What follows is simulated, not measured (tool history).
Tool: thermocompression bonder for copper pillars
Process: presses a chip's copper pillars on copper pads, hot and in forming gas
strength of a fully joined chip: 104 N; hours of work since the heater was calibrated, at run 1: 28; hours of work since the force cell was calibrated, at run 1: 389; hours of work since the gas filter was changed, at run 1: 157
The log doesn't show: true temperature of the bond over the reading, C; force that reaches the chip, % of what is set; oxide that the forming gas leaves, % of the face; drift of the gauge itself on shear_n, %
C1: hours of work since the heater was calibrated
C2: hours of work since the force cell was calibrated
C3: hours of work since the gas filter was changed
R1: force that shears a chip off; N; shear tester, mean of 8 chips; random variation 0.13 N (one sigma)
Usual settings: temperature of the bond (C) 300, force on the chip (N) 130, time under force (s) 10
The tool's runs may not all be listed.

{"run": 1, "hour": 0.0, "temperature of the bond (C)": 300, "force on the chip (N)": 130, "time under force (s)": 10, "C1": 28, "C2": 389, "C3": 157, "R1": 38.7}
{"hour": 11.3, "done": "forming gas filter changed"}
{"run": 2, "hour": 31.5, "temperature of the bond (C)": 300, "force on the chip (N)": 130, "time under force (s)": 10, "C1": 51, "C2": 412, "C3": 15, "R1": 38.9}
{"run": 3, "hour": 74.1, "temperature of the bond (C)": 300, "force on the chip (N)": 130, "time under force (s)": 10, "C1": 83, "C2": 444, "C3": 47, "R1": 38.6}
{"run": 4, "hour": 114.2, "temperature of the bond (C)": 300, "force on the chip (N)": 130, "time under force (s)": 10, "C1": 113, "C2": 474, "C3": 77, "R1": 38.7}
{"run": 5, "hour": 141.2, "temperature of the bond (C)": 300, "force on the chip (N)": 130, "time under force (s)": 10, "C1": 133, "C2": 494, "C3": 98, "R1": 39.0}
{"run": 6, "hour": 166.5, "temperature of the bond (C)": 289, "force on the chip (N)": 130, "time under force (s)": 10, "C1": 152, "C2": 513, "C3": 117, "R1": 35.0}
{"run": 7, "hour": 207.5, "temperature of the bond (C)": 289, "force on the chip (N)": 130, "time under force (s)": 10, "C1": 183, "C2": 544, "C3": 147, "R1": 35.0}
{"hour": 230.8, "done": "forming gas filter changed"}
{"run": 8, "hour": 234.3, "temperature of the bond (C)": 289, "force on the chip (N)": 130, "time under force (s)": 10, "C1": 203, "C2": 564, "C3": 3, "R1": 35.1}
{"run": 9, "hour": 264.0, "temperature of the bond (C)": 300, "force on the chip (N)": 130, "time under force (s)": 11, "C1": 225, "C2": 586, "C3": 25, "R1": 40.0}
{"run": 10, "hour": 292.2, "temperature of the bond (C)": 300, "force on the chip (N)": 130, "time under force (s)": 10, "C1": 246, "C2": 607, "C3": 46, "R1": 38.7}
{"run": 11, "hour": 311.7, "temperature of the bond (C)": 300, "force on the chip (N)": 130, "time under force (s)": 8, "C1": 261, "C2": 622, "C3": 61, "R1": 35.5}
{"run": 12, "hour": 332.6, "temperature of the bond (C)": 328, "force on the chip (N)": 146, "time under force (s)": 5, "C1": 277, "C2": 638, "C3": 76, "R1": 43.0}
{"run": 13, "hour": 359.9, "temperature of the bond (C)": 306, "force on the chip (N)": 130, "time under force (s)": 10, "C1": 297, "C2": 658, "C3": 97, "R1": 41.1}
{"run": 14, "hour": 386.9, "temperature of the bond (C)": 270, "force on the chip (N)": 194, "time under force (s)": 18, "C1": 317, "C2": 678, "C3": 117, "R1": 56.3}
{"run": 15, "hour": 419.1, "temperature of the bond (C)": 270, "force on the chip (N)": 194, "time under force (s)": 18, "C1": 342, "C2": 703, "C3": 141, "R1": 56.6}
{"run": 16, "hour": 446.7, "temperature of the bond (C)": 270, "force on the chip (N)": 194, "time under force (s)": 18, "C1": 362, "C2": 723, "C3": 162, "R1": 56.6}
{"hour": 453.1, "done": "forming gas filter changed"}
{"run": 17, "hour": 484.8, "temperature of the bond (C)": 311, "force on the chip (N)": 135, "time under force (s)": 6, "C1": 391, "C2": 752, "C3": 24, "R1": 36.6}
{"run": 18, "hour": 517.3, "temperature of the bond (C)": 313, "force on the chip (N)": 130, "time under force (s)": 10, "C1": 415, "C2": 776, "C3": 48, "R1": 43.5}
{"run": 19, "hour": 548.0, "temperature of the bond (C)": 313, "force on the chip (N)": 175, "time under force (s)": 10, "C1": 438, "C2": 799, "C3": 71, "R1": 59.3}
{"run": 20, "hour": 566.9, "temperature of the bond (C)": 323, "force on the chip (N)": 188, "time under force (s)": 10, "C1": 452, "C2": 813, "C3": 86, "R1": 67.3}

Forecast run 21:
{"run": 21, "hour": 591.7, "temperature of the bond (C)": 323, "force on the chip (N)": 188, "time under force (s)": 10, "C1": 471, "C2": 832, "C3": 104, "R1": "?"}

Run 21 gave R1 67.1 N.
Without the tool's hidden state the same run would have given R1 67.2 N.

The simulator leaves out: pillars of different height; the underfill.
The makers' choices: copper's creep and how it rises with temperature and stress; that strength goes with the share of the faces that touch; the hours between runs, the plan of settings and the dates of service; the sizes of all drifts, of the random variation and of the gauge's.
